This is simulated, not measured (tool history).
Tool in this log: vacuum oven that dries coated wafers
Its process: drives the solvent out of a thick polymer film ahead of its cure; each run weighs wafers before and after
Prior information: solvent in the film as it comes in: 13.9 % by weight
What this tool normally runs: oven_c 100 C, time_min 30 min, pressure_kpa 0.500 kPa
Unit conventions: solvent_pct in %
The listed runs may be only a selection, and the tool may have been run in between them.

run	hour	oven_c	time_min	pressure_kpa	solvent_pct
1	0.0	100	30	0.500	0.98
2	29.8	100	34	0.500	0.82
3	43.5	100	53	0.500	0.61
4	60.1	100	53	0.500	0.59
5	87.3	100	53	0.500	0.56
6	107.8	100	30	1.463	1.80
# hour 111.9: oven's thermocouples calibrated
7	125.2	100	30	1.463	1.74
8	143.8	100	30	1.463	1.78
9	157.5	100	30	0.500	0.90
10	173.5	100	30	0.500	0.94
11	196.9	100	30	0.500	0.90
# hour 226.4: oven's thermocouples calibrated, once more
12	226.4	90	47	0.482	1.35
13	246.9	90	47	0.482	1.31
14	261.5	108	16	0.482	1.54
15	277.4	108	16	0.482	1.63
16	302.7	108	17	0.772	1.63
17	327.7	97	30	0.500	1.36
18	344.6	112	30	1.295	0.98
19	374.3	115	25	1.892	1.22
20	391.7	115	25	1.892	1.25

5 options for the next run, each taken on its own from the tool as it stands now. Forecast them:
A	407.7	115	41	1.892	?
B	407.7	94	32	0.657	?
C	407.7	115	38	1.892	?
D	407.7	105	25	1.892	?
E	407.7	100	19	0.500	?

run	solvent_pct
A	1.20
B	1.76
C	1.13
D	1.97
E	2.21
With no hidden state in the tool, these same runs would have given:
run	solvent_pct
A	1.14
B	1.70
C	1.08
D	1.94
E	2.19
